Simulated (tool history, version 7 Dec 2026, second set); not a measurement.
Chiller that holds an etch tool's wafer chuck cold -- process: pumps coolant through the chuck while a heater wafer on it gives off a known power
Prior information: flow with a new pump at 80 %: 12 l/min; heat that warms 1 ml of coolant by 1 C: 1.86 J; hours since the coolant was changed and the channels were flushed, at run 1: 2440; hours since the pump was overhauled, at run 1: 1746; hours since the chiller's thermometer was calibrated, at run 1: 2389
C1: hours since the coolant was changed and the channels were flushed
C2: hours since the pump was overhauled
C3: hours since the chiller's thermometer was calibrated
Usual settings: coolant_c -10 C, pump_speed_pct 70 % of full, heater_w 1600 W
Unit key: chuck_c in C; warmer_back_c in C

Run 1, day 0: usual settings; C1 2440; C2 1746; C3 2389. Result: chuck_c 1.8 C, warmer_back_c 5.01 C.
Run 2, day 1.021: usual settings but coolant_c -18 C; C1 2465; C2 1771; C3 2414. Result: chuck_c -5.8 C, warmer_back_c 5.02 C.
Run 3, day 2.762: usual settings but heater_w 827 W; C1 2507; C2 1813; C3 2456. Result: chuck_c -3.5 C, warmer_back_c 2.57 C.
Run 4, day 4.221: usual settings but heater_w 827 W; C1 2542; C2 1847; C3 2490. Result: chuck_c -3.5 C, warmer_back_c 2.57 C.
Run 5, day 6.075: usual settings but pump_speed_pct 66 % of full, heater_w 827 W; C1 2586; C2 1892; C3 2535. Result: chuck_c -3.4 C, warmer_back_c 2.75 C.
Run 6, day 7.792: usual settings but pump_speed_pct 66 % of full, heater_w 827 W; C1 2627; C2 1933; C3 2576. Result: chuck_c -3.5 C, warmer_back_c 2.77 C.
Run 7, day 9.658: usual settings but pump_speed_pct 66 % of full, heater_w 827 W; C1 2672; C2 1978; C3 2621. Result: chuck_c -3.2 C, warmer_back_c 2.75 C.
Run 8, day 11.038: usual settings; C1 2705; C2 2011; C3 2654. Result: chuck_c 2.2 C, warmer_back_c 5.02 C.
Run 9, day 12.875: usual settings; C1 2749; C2 2055; C3 2698. Result: chuck_c 2.2 C, warmer_back_c 4.98 C.
Run 10, day 14.229: usual settings; C1 2782; C2 2088; C3 2731. Result: chuck_c 2.2 C, warmer_back_c 5.03 C.
Run 11, day 15.271: usual settings; C1 2807; C2 2113; C3 2756. Result: chuck_c 2.4 C, warmer_back_c 5.01 C.
Run 12, day 17.058: usual settings but coolant_c -15 C; C1 2850; C2 2156; C3 2799. Result: chuck_c -2.8 C, warmer_back_c 4.99 C.
Run 13, day 18.696: usual settings but coolant_c -9 C, heater_w 1325 W; C1 2889; C2 2195; C3 2838. Result: chuck_c 1.1 C, warmer_back_c 4.17 C.
Run 14, day 20.725: usual settings but coolant_c -2 C, pump_speed_pct 84 % of full, heater_w 1291 W; C1 2938; C2 2244; C3 2887. Result: chuck_c 7 C, warmer_back_c 3.41 C.
Run 15, day 22.708: usual settings but coolant_c -2 C, pump_speed_pct 72 % of full, heater_w 968 W; C1 2985; C2 2291; C3 2934. Result: chuck_c 5.5 C, warmer_back_c 2.96 C.
Run 16, day 24.071: usual settings but coolant_c -2 C, pump_speed_pct 72 % of full, heater_w 968 W; C1 3018; C2 2324; C3 2967. Result: chuck_c 5.6 C, warmer_back_c 2.93 C.
Run 17, day 25.888: usual settings but coolant_c -13 C, pump_speed_pct 72 % of full, heater_w 1655 W; C1 3062; C2 2367; C3 3010. Result: chuck_c -0.5 C, warmer_back_c 5.07 C.

Each row is a separate what-if for the run after 17, all from the same tool condition, not one after another. Results?
Run A, day 27.096: usual settings but coolant_c -4 C, pump_speed_pct 64 % of full; C1 3091; C2 2397; C3 3040. Result: chuck_c ?, warmer_back_c ?.
Run B, day 27.096: usual settings but coolant_c -17 C, pump_speed_pct 72 % of full, heater_w 1655 W; C1 3091; C2 2397; C3 3040. Result: chuck_c ?, warmer_back_c ?.
Run C, day 27.096: usual settings but coolant_c -11 C, pump_speed_pct 73 % of full, heater_w 1345 W; C1 3091; C2 2397; C3 3040. Result: chuck_c ?, warmer_back_c ?.

run  chuck_c  warmer_back_c
  A      9.2            5.5
  B     -4.4           5.03
  C     -0.6           4.06
The same runs, with their run-to-run variation unchanged, on a tool lacking any hidden condition would have given:
run  chuck_c  warmer_back_c
  A      7.7           5.36
  B     -5.8            4.9
  C     -1.9           3.96
